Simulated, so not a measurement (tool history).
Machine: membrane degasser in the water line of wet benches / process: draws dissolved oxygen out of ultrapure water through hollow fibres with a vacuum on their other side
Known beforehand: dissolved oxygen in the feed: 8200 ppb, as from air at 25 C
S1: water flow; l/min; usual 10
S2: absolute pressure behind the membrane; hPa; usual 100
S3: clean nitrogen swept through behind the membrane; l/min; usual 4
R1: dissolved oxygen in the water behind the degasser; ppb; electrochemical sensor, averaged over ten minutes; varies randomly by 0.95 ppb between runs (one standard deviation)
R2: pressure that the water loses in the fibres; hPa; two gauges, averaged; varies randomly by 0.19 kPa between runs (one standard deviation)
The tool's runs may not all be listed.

| run | hour | S1 | S2 | S3 | R1 | R2 |
|---|---|---|---|---|---|---|
| 1 | 0 | 10 | 100 | 4 | 90.2 | 392.7 |
| 2 | 194.5 | 10 | 100 | 4 | 91.1 | 392.5 |
| 3 | 330.1 | 10 | 100 | 7.64 | 70.6 | 391.8 |
| 4 | 458.8 | 10 | 73 | 4 | 74.6 | 391.9 |
| 5 | 564.4 | 10 | 100 | 8.38 | 69.4 | 394.4 |
| 6 | 762.7 | 10 | 211 | 4 | 159.1 | 392.4 |
| 7 | 956.9 | 10 | 211 | 4 | 157.7 | 392.4 |
| 8 | 1112.9 | 10 | 211 | 4 | 156.7 | 389.2 |
| 9 | 1217.7 | 10 | 211 | 4 | 157.7 | 391.9 |
| 10 | 1436.2 | 10 | 74 | 2.27 | 92.4 | 395.3 |
| 11 | 1655.6 | 10 | 224 | 2.27 | 248.6 | 391.4 |
| 12 | 1773.4 | 9 | 95 | 4.16 | 67.5 | 352.6 |
| 13 | 1988.3 | 9 | 95 | 4.16 | 69.6 | 353.9 |

4 options for the next run, each taken on its own from the tool as it stands now. Forecast them:
| A | 2109.5 | 8 | 67 | 3.22 | ? | ? |
| B | 2109.5 | 9 | 100 | 4 | ? | ? |
| C | 2109.5 | 12 | 157 | 6.6 | ? | ? |
| D | 2109.5 | 8 | 160 | 5.27 | ? | ? |

| run | R1 | R2 |
|---|---|---|
| A | 45.8 | 315 |
| B | 71.8 | 353.1 |
| C | 134.9 | 471.7 |
| D | 72.2 | 312.1 |
What these runs would have given with no unlogged condition in the tool:
| run | R1 | R2 |
|---|---|---|
| A | 45.7 | 314.9 |
| B | 71.6 | 353 |
| C | 134.7 | 471.5 |
| D | 72 | 312 |
